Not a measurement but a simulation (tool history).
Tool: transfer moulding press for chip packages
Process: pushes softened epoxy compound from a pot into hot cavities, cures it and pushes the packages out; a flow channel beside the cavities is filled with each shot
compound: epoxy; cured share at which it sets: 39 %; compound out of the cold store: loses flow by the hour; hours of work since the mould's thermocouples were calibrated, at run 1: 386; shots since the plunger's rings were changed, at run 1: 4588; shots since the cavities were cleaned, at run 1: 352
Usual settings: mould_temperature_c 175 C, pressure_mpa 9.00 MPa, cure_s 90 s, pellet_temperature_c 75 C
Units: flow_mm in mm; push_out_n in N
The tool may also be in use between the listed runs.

run    hour  mould_temperature_c  pressure_mpa  cure_s  pellet_temperature_c  hours of work since the mould's thermocouples were calibrated  shots since the plunger's rings were changed  shots since the cavities were cleaned  incoming compound's hours out of the cold store  flow_mm  push_out_n
  1     0.0                  175          9.00      90                    75                                                            386                                          4588                                    352                                             45.7      763         548
  2    30.0                  170          9.00      90                    75                                                            405                                          4964                                    728                                             17.0      861         787
       56.5  -- cavities cleaned with cleaning compound and waxed
  3    61.6                  175          9.00      90                    75                                                            425                                          5341                                     64                                             34.3      803         548
  4    88.5                  175          9.00      90                    75                                                            442                                          5678                                    401                                             47.1      754         542
  5   127.4                  175          9.00      90                    74                                                            467                                          6166                                    889                                             33.7      796         561
      140.2  -- cavities cleaned with cleaning compound and waxed
      180.0  -- plunger's sealing rings changed
  6   180.0                  175          9.00     118                    75                                                            498                                             0                                    467                                             39.9      782         474
      226.4  -- cavities cleaned with cleaning compound and waxed
  7   234.3                  168          9.00      90                    75                                                            532                                           661                                     99                                             18.0      879         926
      263.8  -- mould's thermocouples calibrated
  8   288.8                  168          9.00      90                    75                                                             16                                          1319                                    757                                             34.3      816         872
      309.8  -- cavities cleaned with cleaning compound and waxed
  9   312.7                  175          9.00      90                    71                                                             31                                          1600                                     36                                             30.5      820         569
 10   337.9                  175          9.00      90                    71                                                             47                                          1916                                    352                                             10.7      864         615
      393.2  -- cavities cleaned with cleaning compound and waxed
 11   393.2                  175          9.00      90                    71                                                             81                                          2590                                      0                                             47.6      760         553
 12   444.4                  175          9.00      90                    75                                                            114                                          3232                                    642                                             22.1      815         587
 13   468.1                  175          9.00      90                    75                                                            130                                          3528                                    938                                             17.6      852         586
      476.3  -- cavities cleaned with cleaning compound and waxed
 14   520.5                  175          9.00      96                    75                                                            162                                          4165                                    553                                             12.0      851         539
      558.7  -- cavities cleaned with cleaning compound and waxed
 15   573.0                  174         10.10      90                    75                                                            195                                          4805                                    180                                             39.6      830         581
 16   610.7                  174         10.10      90                    75                                                            219                                          5277                                    652                                             18.3      886         622
      640.9  -- cavities cleaned with cleaning compound and waxed
 17   661.3                  182         10.10      90                    67                                                            251                                          5893                                    256                                             35.6      807         456
 18   701.7                  169          7.04      90                    78                                                            277                                          6399                                    762                                             24.9      754         830
      723.5  -- cavities cleaned with cleaning compound and waxed
      736.1  -- plunger's sealing rings changed
 19   739.5                  169          7.04      90                    78                                                            299                                            42                                    170                                             22.6      742         867
 20   780.7                  175         10.85      90                    75                                                            325                                           559                                    687                                              8.4      957         584
      810.8  -- cavities cleaned with cleaning compound and waxed
 21   820.3                  175         10.85      72                    75                                                            350                                          1035                                    119                                             34.0      884         909
 22   850.6                  168         10.85      72                    67                                                            369                                          1415                                    499                                             15.5      972        1688
 23   888.5                  180         10.06      90                    75                                                            394                                          1890                                    974                                             39.1      803         477
      894.6  -- cavities cleaned with cleaning compound and waxed
 24   919.3                  172          8.98      94                    75                                                            413                                          2257                                    309                                             22.3      848         630
 25   944.5                  175          9.00     113                    75                                                            429                                          2573                                    625                                             30.3      814         453
      978.7  -- cavities cleaned with cleaning compound and waxed
 26   995.2                  175          9.00     113                    75                                                            460                                          3189                                    207                                             47.8      759         455
 27  1028.7                  176          9.28      90                    67                                                            482                                          3609                                    627                                             41.8      774         537
     1061.4  -- cavities cleaned with cleaning compound and waxed
 28  1065.8                  181          9.00      90                    68                                                            505                                          4055                                     56                                              8.6      835         471

Forecast each of these 4 alternatives for the next run:
  A  1093.3                  175          8.31     114                    67                                                            523                                          4399                                    400                                             38.8        ?           ?
  B  1093.3                  181         10.75      90                    75                                                            523                                          4399                                    400                                             41.9        ?           ?
  C  1093.3                  178          9.80      90                    84                                                            523                                          4399                                    400                                             28.8        ?           ?
  D  1093.3                  180          9.00      90                    75                                                            523                                          4399                                    400                                             20.7        ?           ?

run  flow_mm  push_out_n
  A      748         468
  B      824         477
  C      841         501
  D      818         484
Without the tool's hidden state the same runs would have given:
run  flow_mm  push_out_n
  A      749         466
  B      825         474
  C      841         499
  D      819         481

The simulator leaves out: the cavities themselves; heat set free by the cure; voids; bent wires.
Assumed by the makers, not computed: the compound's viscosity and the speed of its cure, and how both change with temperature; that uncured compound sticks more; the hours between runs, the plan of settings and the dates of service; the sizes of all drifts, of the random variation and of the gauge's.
